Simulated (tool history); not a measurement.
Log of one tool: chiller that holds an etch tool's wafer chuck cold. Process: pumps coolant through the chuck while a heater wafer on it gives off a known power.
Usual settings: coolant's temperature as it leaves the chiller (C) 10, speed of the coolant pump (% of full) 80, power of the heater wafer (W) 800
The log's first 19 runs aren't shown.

run,hour,coolant's temperature as it leaves the chiller (C),speed of the coolant pump (% of full),power of the heater wafer (W),chuck's temperature once it has settled (C),how much warmer the coolant comes back (C)
20,1257.8,8,67,1120,23.4,4.99
21,1336.9,8,67,1120,23.4,5.00
22,1406.6,8,67,1120,23.4,5.05
23,1448.7,8,67,1120,23.5,5.02
24,1506.4,3,86,553,9.2,1.94
25,1555.7,3,86,553,9.2,1.86
26,1622.6,3,86,553,9.2,1.89
27,1682.6,9,86,551,15.4,1.94
28,1744.4,9,86,551,15.5,1.93
# hour 1773.5: chiller's thermometer calibrated
29,1830.0,9,86,551,15.2,1.92
30,1866.1,13,80,1010,24.9,3.78
31,1912.5,1,69,425,6.8,1.84

4 ways to go on from here, each from the tool as it stands after run 31. What would each give?
A,1964.5,7,65,814,?,?
B,1964.5,13,79,479,?,?
C,1964.5,10,94,497,?,?
D,1964.5,5,68,472,?,?

run,chuck's temperature once it has settled (C),how much warmer the coolant comes back (C)
A,18.6,3.82
B,18.6,1.81
C,15.2,1.62
D,11.6,2.09
Without the tool's hidden state the same runs would have given:
run,chuck's temperature once it has settled (C),how much warmer the coolant comes back (C)
A,18.1,3.80
B,18.4,1.80
C,15.0,1.61
D,11.3,2.07
